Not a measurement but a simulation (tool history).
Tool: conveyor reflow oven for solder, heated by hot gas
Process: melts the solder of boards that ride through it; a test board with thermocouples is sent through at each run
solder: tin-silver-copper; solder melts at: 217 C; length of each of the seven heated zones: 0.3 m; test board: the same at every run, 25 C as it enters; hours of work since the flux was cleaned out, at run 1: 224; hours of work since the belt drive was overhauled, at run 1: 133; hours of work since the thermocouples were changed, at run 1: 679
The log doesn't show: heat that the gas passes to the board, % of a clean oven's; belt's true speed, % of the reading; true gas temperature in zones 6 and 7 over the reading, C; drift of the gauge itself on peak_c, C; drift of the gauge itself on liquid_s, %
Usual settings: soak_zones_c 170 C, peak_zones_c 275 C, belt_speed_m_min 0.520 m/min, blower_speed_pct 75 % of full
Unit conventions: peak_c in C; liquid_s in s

run	hour	soak_zones_c	peak_zones_c	belt_speed_m_min	blower_speed_pct	hours of work since the flux was cleaned out	hours of work since the belt drive was overhauled	hours of work since the thermocouples were changed	peak_c	liquid_s
1	0.0	170	275	0.520	75	224	133	679	263.7	57.5
# hour 13.7: flux residue cleaned out of gas plates and filters
2	50.7	170	275	0.520	75	18	155	701	264.5	57.6
3	110.6	170	265	0.520	75	47	184	730	255.2	52.9
4	159.8	170	265	0.520	75	71	208	754	255.2	53.0
5	214.0	170	275	0.520	75	97	234	780	264.1	57.6
6	259.2	170	271	0.520	75	119	256	802	260.5	56.2
7	323.5	170	271	0.520	75	151	288	834	261.0	56.1
8	382.1	170	271	0.520	75	179	316	862	260.8	55.9
9	436.3	170	271	0.520	75	205	343	889	260.3	56.3
# hour 488.0: flux residue cleaned out of gas plates and filters
10	506.4	170	271	0.520	86	9	374	920	262.8	57.4
11	570.8	170	271	0.520	86	40	406	952	263.0	57.5
12	623.4	170	275	0.520	82	66	431	977	266.0	59.0
13	680.2	170	275	0.520	75	93	459	1005	265.4	58.3
14	722.4	170	275	0.520	75	114	479	1025	265.0	58.5
15	765.2	170	275	0.520	75	135	500	1046	265.7	58.5
16	820.2	162	275	0.520	75	161	527	1073	264.1	55.6
17	854.0	160	266	0.553	75	178	543	1089	254.0	46.1
18	905.0	160	281	0.553	80	203	568	1114	268.2	53.4
# hour 957.8: flux residue cleaned out of gas plates and filters
# hour 959.8: thermocouples of zones 6 and 7 changed
19	962.3	160	286	0.480	80	1	592	1	273.1	64.4
20	1031.4	160	286	0.480	80	35	626	35	273.3	64.8
21	1079.5	171	275	0.573	52	58	649	58	253.6	46.8
22	1129.1	170	279	0.520	59	82	673	82	262.1	56.8
23	1170.6	170	279	0.520	59	102	694	102	262.2	56.5
24	1239.2	170	275	0.520	89	136	727	136	263.1	57.4
25	1268.6	170	277	0.520	89	150	741	150	264.8	58.5
26	1297.5	170	277	0.520	89	164	755	164	264.6	58.6
27	1345.6	170	277	0.520	89	188	779	188	264.8	58.5
28	1406.0	178	270	0.584	70	217	808	217	253.6	48.5
# hour 1431.8: flux residue cleaned out of gas plates and filters
29	1471.2	170	275	0.520	62	19	837	246	259.7	55.8

Hidden condition of the tool, last listed run before each entry between runs versus first listed run after:
After run 1, before run 2: flux residue cleaned out of gas plates and filters (hour 13.7)
  heat that the gas passes to the board, % of a clean oven's: 96.6 -> 99.1; belt's true speed, % of the reading: 99.88 -> 99.86; true gas temperature in zones 6 and 7 over the reading, C: 3.33 -> 3.42
  measured value less the no-hidden-state value, peak_c: +2.3 -> +3.0 C; liquid_s: +1.1 -> +1.4 s
After run 9, before run 10: flux residue cleaned out of gas plates and filters (hour 488.0)
  heat that the gas passes to the board, % of a clean oven's: 96.4 -> 99.6; belt's true speed, % of the reading: 99.67 -> 99.64; true gas temperature in zones 6 and 7 over the reading, C: 4.18 -> 4.3
  measured value less the no-hidden-state value, peak_c: +3.1 -> +3.9 C; liquid_s: +1.6 -> +2.1 s
After run 18, before run 19: flux residue cleaned out of gas plates and filters (hour 957.8); thermocouples of zones 6 and 7 changed (hour 959.8)
  heat that the gas passes to the board, % of a clean oven's: 97 -> 99.6; belt's true speed, % of the reading: 99.45 -> 99.43; true gas temperature in zones 6 and 7 over the reading, C: 5.09 -> -0.27
  measured value less the no-hidden-state value, peak_c: +4.0 -> -0.2 C; liquid_s: +2.0 -> +0.3 s
After run 28, before run 29: flux residue cleaned out of gas plates and filters (hour 1431.8)
  heat that the gas passes to the board, % of a clean oven's: 96.6 -> 99; belt's true speed, % of the reading: 99.21 -> 99.18; true gas temperature in zones 6 and 7 over the reading, C: 0.59 -> 0.71
  measured value less the no-hidden-state value, peak_c: +0.0 -> +0.7 C; liquid_s: +0.3 -> +0.8 s
